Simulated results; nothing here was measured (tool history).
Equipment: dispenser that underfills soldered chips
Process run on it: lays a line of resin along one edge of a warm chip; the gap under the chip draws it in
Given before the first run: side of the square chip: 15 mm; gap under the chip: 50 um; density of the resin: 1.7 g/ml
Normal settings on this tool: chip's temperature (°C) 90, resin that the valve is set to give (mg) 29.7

run,hour,chip's temperature (°C),resin that the valve is set to give (mg),time until the resin shows at the far edge (s),resin that the valve gave (mg)
1,0,90,29.7,438.8,28.47
# hour 2.2: new syringe of resin
2,10.1,95,29.7,318.6,28.54
# hour 15.4: new syringe of resin
3,22.4,95,29.7,298.8,28.32
# hour 28.3: new syringe of resin
4,31.7,84,29.7,356.9,28.2
# hour 41.4: new syringe of resin
5,42.5,84,29.7,306.8,28.03
# hour 54: new syringe of resin
6,54.8,90,29.7,252.5,27.85
7,61,90,29.7,363.2,27.74
# hour 66.5: new syringe of resin
8,70.8,90,36.1,292.3,33.72
9,78.6,90,29.7,457.8,27.61
# hour 79.7: new syringe of resin
10,89.3,90,29.7,409.8,27.64
# hour 92.6: new syringe of resin
11,95.2,90,29.7,278.2,27.73
# hour 105.3: new syringe of resin
# hour 106.3: dispensing valve cleaned and set on the balance
12,108.4,90,29.7,266.9,29.77
# hour 119.3: new syringe of resin
13,120.7,90,29.7,261.4,29.59
14,128.6,94,31,353.9,30.9
# hour 132.2: new syringe of resin
15,138.7,105,31,208.3,30.49
# hour 145.1: new syringe of resin
16,151.1,80,28.2,466.2,27.52
# hour 158.3: new syringe of resin
17,158.4,104,25.9,160,25.38
18,163.9,104,25.9,217.1,25.51
19,169.7,85,28.1,527.5,27.26
# hour 171.2: new syringe of resin
20,181,84,29.7,494.9,28.79
# hour 184.1: new syringe of resin
21,194.4,84,29.7,502.9,28.54
# hour 197.2: new syringe of resin
22,202,96,27.2,260.3,26.09
# hour 209.8: new syringe of resin
23,212.7,87,28.2,312,26.85
# hour 223.2: new syringe of resin
24,223.9,87,28.2,278.5,26.94

Below are 3 alternative next runs, each starting from the tool's condition after run 24. Predict each:
A,229.8,100,34.6,?,?
B,229.8,101,28.2,?,?
C,229.8,105,29.1,?,?

run,time until the resin shows at the far edge (s),resin that the valve gave (mg)
A,249.2,33
B,250.6,26.58
C,217,27.83
Stripped of hidden state, with their random variation kept, the same runs would have yielded:
run,time until the resin shows at the far edge (s),resin that the valve gave (mg)
A,175.8,34.71
B,175.7,27.96
C,152.2,29.27
